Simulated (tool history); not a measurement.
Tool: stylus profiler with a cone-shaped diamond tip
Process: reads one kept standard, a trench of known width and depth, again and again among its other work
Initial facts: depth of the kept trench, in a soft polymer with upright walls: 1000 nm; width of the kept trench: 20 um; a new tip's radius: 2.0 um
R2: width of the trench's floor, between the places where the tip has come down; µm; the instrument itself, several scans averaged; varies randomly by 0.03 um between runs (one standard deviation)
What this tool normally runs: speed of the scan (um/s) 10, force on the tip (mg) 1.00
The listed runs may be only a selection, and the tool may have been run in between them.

run 1 day=0.000 | speed_of_the_scan_(um/s)=10 force_on_the_tip_(mg)=1.00 | depth_of_the_trench_(Å)=10067.3 R2=16.48
run 2 day=3.342 | speed_of_the_scan_(um/s)=15 force_on_the_tip_(mg)=1.00 | depth_of_the_trench_(Å)=10068.3 R2=16.43
run 3 day=7.458 | speed_of_the_scan_(um/s)=10 force_on_the_tip_(mg)=0.53 | depth_of_the_trench_(Å)=10038.6 R2=16.44
run 4 day=11.354 | speed_of_the_scan_(um/s)=2 force_on_the_tip_(mg)=0.53 | depth_of_the_trench_(Å)=10035.7 R2=16.51
run 5 day=14.208 | speed_of_the_scan_(um/s)=10 force_on_the_tip_(mg)=1.00 | depth_of_the_trench_(Å)=10070.1 R2=16.46
run 6 day=16.783 | speed_of_the_scan_(um/s)=10 force_on_the_tip_(mg)=1.00 | depth_of_the_trench_(Å)=10071.8 R2=16.49
run 7 day=19.562 | speed_of_the_scan_(um/s)=10 force_on_the_tip_(mg)=1.00 | depth_of_the_trench_(Å)=10062.3 R2=16.48
run 8 day=22.758 | speed_of_the_scan_(um/s)=36 force_on_the_tip_(mg)=1.00 | depth_of_the_trench_(Å)=10064.7 R2=16.39
run 9 day=27.062 | speed_of_the_scan_(um/s)=7 force_on_the_tip_(mg)=1.01 | depth_of_the_trench_(Å)=10066.7 R2=16.51
run 10 day=29.521 | speed_of_the_scan_(um/s)=14 force_on_the_tip_(mg)=1.68 | depth_of_the_trench_(Å)=10091.2 R2=16.45
run 11 day=32.475 | speed_of_the_scan_(um/s)=7 force_on_the_tip_(mg)=1.09 | depth_of_the_trench_(Å)=10069.7 R2=16.50
run 12 day=34.358 | speed_of_the_scan_(um/s)=17 force_on_the_tip_(mg)=0.77 | depth_of_the_trench_(Å)=10057.3 R2=16.40
run 13 day=38.042 | speed_of_the_scan_(um/s)=21 force_on_the_tip_(mg)=1.00 | depth_of_the_trench_(Å)=10068.5 R2=16.38
run 14 day=42.325 | speed_of_the_scan_(um/s)=4 force_on_the_tip_(mg)=0.78 | depth_of_the_trench_(Å)=10058.1 R2=16.50
run 15 day=44.867 | speed_of_the_scan_(um/s)=4 force_on_the_tip_(mg)=1.06 | depth_of_the_trench_(Å)=10067.3 R2=16.50
run 16 day=48.654 | speed_of_the_scan_(um/s)=21 force_on_the_tip_(mg)=1.80 | depth_of_the_trench_(Å)=10098.4 R2=16.50

5 ways to go on from here, each from the tool as it stands after run 16. What would each give?
run A day=52.854 | speed_of_the_scan_(um/s)=20 force_on_the_tip_(mg)=1.79 | depth_of_the_trench_(Å)=? R2=?
run B day=52.854 | speed_of_the_scan_(um/s)=21 force_on_the_tip_(mg)=1.03 | depth_of_the_trench_(Å)=? R2=?
run C day=52.854 | speed_of_the_scan_(um/s)=10 force_on_the_tip_(mg)=1.55 | depth_of_the_trench_(Å)=? R2=?
run D day=52.854 | speed_of_the_scan_(um/s)=4 force_on_the_tip_(mg)=0.49 | depth_of_the_trench_(Å)=? R2=?
run E day=52.854 | speed_of_the_scan_(um/s)=8 force_on_the_tip_(mg)=1.03 | depth_of_the_trench_(Å)=? R2=?

run=A depth_of_the_trench_(Å)=10098.2 R2=16.52
run=B depth_of_the_trench_(Å)=10068.2 R2=16.43
run=C depth_of_the_trench_(Å)=10089.8 R2=16.47
run=D depth_of_the_trench_(Å)=10040.8 R2=16.52
run=E depth_of_the_trench_(Å)=10065.5 R2=16.48
Without the tool's unlogged condition, the same runs would have read:
run=A depth_of_the_trench_(Å)=10098.4 R2=16.54
run=B depth_of_the_trench_(Å)=10068.3 R2=16.45
run=C depth_of_the_trench_(Å)=10089.9 R2=16.49
run=D depth_of_the_trench_(Å)=10041.0 R2=16.53
run=E depth_of_the_trench_(Å)=10065.6 R2=16.50
